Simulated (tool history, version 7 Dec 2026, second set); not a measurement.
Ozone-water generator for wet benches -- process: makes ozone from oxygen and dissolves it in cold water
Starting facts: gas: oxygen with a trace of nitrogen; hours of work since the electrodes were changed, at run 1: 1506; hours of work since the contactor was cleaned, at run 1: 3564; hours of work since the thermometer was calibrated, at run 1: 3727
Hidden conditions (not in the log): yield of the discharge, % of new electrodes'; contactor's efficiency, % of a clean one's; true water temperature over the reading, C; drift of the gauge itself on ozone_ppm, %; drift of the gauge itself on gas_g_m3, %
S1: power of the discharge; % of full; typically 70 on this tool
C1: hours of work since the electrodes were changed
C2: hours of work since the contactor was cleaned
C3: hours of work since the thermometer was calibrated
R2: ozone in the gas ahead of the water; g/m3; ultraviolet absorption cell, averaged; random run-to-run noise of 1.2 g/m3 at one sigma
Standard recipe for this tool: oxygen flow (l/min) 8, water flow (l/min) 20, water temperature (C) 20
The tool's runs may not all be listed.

Run 1, hour 0: usual settings; C1 1506; C2 3564; C3 3727. Result: dissolved ozone (ppm) 25.5, R2 198.1 g/m3.
Run 2, hour 64.7: usual settings; C1 1554; C2 3611; C3 3775. Result: dissolved ozone (ppm) 25.5, R2 198.1 g/m3.
Run 3, hour 125.5: usual settings; C1 1598; C2 3656; C3 3819. Result: dissolved ozone (ppm) 25.3, R2 198.2 g/m3.
Run 4, hour 160.7: usual settings; C1 1624; C2 3682; C3 3845. Result: dissolved ozone (ppm) 24.8, R2 197.5 g/m3.
Run 5, hour 202.1: usual settings; C1 1655; C2 3712; C3 3876. Result: dissolved ozone (ppm) 25.2, R2 195.4 g/m3.
Run 6, hour 264.6: usual settings but water flow (l/min) 28; C1 1700; C2 3758; C3 3921. Result: dissolved ozone (ppm) 19.1, R2 198.6 g/m3.
Run 7, hour 310.3: usual settings but water flow (l/min) 28; C1 1734; C2 3792; C3 3955. Result: dissolved ozone (ppm) 19, R2 196.2 g/m3.
Run 8, hour 353.5: usual settings but S1 42 % of full, water flow (l/min) 28; C1 1766; C2 3824; C3 3987. Result: dissolved ozone (ppm) 13.1, R2 134.8 g/m3.
Run 9, hour 410.7: usual settings but S1 42 % of full, water flow (l/min) 28; C1 1808; C2 3866; C3 4029. Result: dissolved ozone (ppm) 13, R2 135.6 g/m3.
Run 10, hour 490.2: usual settings but S1 42 % of full, water flow (l/min) 28; C1 1866; C2 3924; C3 4087. Result: dissolved ozone (ppm) 12.9, R2 135.2 g/m3.
Run 11, hour 563.3: usual settings but S1 42 % of full, water flow (l/min) 28; C1 1920; C2 3978; C3 4141. Result: dissolved ozone (ppm) 12.8, R2 134.2 g/m3.
Run 12, hour 641.7: usual settings; C1 1978; C2 4035; C3 4199. Result: dissolved ozone (ppm) 25.1, R2 195.4 g/m3.
Run 13, hour 685.7: usual settings but S1 46 % of full; C1 2010; C2 4068; C3 4231. Result: dissolved ozone (ppm) 18.3, R2 142.1 g/m3.
Run 14, hour 723.6: usual settings but S1 42 % of full, water flow (l/min) 32; C1 2038; C2 4096; C3 4259. Result: dissolved ozone (ppm) 11.1, R2 133.3 g/m3.
Run 15, hour 762.5: usual settings but S1 60 % of full, oxygen flow (l/min) 11.98; C1 2067; C2 4124; C3 4288. Result: dissolved ozone (ppm) 20.4, R2 138.2 g/m3.
Run 16, hour 806.1: usual settings but S1 47 % of full, oxygen flow (l/min) 11.98, water flow (l/min) 31, water temperature (C) 18; C1 2099; C2 4156; C3 4320. Result: dissolved ozone (ppm) 12.7, R2 116.5 g/m3.
Run 17, hour 850.5: usual settings but S1 63 % of full; C1 2131; C2 4189; C3 4352. Result: dissolved ozone (ppm) 22.9, R2 180.5 g/m3.
Run 18, hour 890.7: usual settings but S1 63 % of full; C1 2161; C2 4219; C3 4382. Result: dissolved ozone (ppm) 23, R2 179.6 g/m3.
Run 19, hour 959.6: usual settings but S1 63 % of full; C1 2211; C2 4269; C3 4432. Result: dissolved ozone (ppm) 23, R2 179.5 g/m3.
Run 20, hour 1031: usual settings but S1 63 % of full; C1 2264; C2 4322; C3 4485. Result: dissolved ozone (ppm) 22.7, R2 179.2 g/m3.
Run 21, hour 1101.5: usual settings but S1 63 % of full; C1 2316; C2 4374; C3 4537. Result: dissolved ozone (ppm) 22.6, R2 180.1 g/m3.
Run 22, hour 1155.4: usual settings but S1 48 % of full, oxygen flow (l/min) 9.06, water temperature (C) 19; C1 2355; C2 4413; C3 4576. Result: dissolved ozone (ppm) 18.7, R2 136.7 g/m3.
Run 23, hour 1202.3: usual settings but S1 43 % of full, oxygen flow (l/min) 9.06, water temperature (C) 19; C1 2390; C2 4448; C3 4611. Result: dissolved ozone (ppm) 17.2, R2 126.4 g/m3.
Run 24, hour 1238.1: usual settings but S1 92 % of full; C1 2416; C2 4474; C3 4637. Result: dissolved ozone (ppm) 29.8, R2 233.6 g/m3.
Run 25, hour 1284.2: usual settings but S1 92 % of full; C1 2450; C2 4508; C3 4671. Result: dissolved ozone (ppm) 29.8, R2 235.7 g/m3.
Run 26, hour 1318.8: usual settings but S1 73 % of full, water flow (l/min) 31; C1 2476; C2 4533; C3 4697. Result: dissolved ozone (ppm) 16.9, R2 198 g/m3.

Forecast each of these 5 alternatives for the next run:
Run A, hour 1374.6: usual settings but S1 73 % of full, water flow (l/min) 27; C1 2517; C2 4574; C3 4738. Result: dissolved ozone (ppm) ?, R2 ?.
Run B, hour 1374.6: usual settings but S1 76 % of full, oxygen flow (l/min) 9.56, water flow (l/min) 31; C1 2517; C2 4574; C3 4738. Result: dissolved ozone (ppm) ?, R2 ?.
Run C, hour 1374.6: usual settings but water temperature (C) 13; C1 2517; C2 4574; C3 4738. Result: dissolved ozone (ppm) ?, R2 ?.
Run D, hour 1374.6: usual settings but water flow (l/min) 23; C1 2517; C2 4574; C3 4738. Result: dissolved ozone (ppm) ?, R2 ?.
Run E, hour 1374.6: usual settings but S1 56 % of full, water flow (l/min) 31, water temperature (C) 19; C1 2517; C2 4574; C3 4738. Result: dissolved ozone (ppm) ?, R2 ?.

run  dissolved ozone (ppm)     R2
  A                   19.6  198.3
  B                   17.4  187.6
  C                   27.2  192.3
  D                   21.6  192.3
  E                   14.3  164.5
Without the tool's hidden state the same runs would have given:
run  dissolved ozone (ppm)     R2
  A                   22.9  216.3
  B                   20.5    205
  C                   31.4  209.2
  D                   25.1  209.1
  E                   16.5  176.4
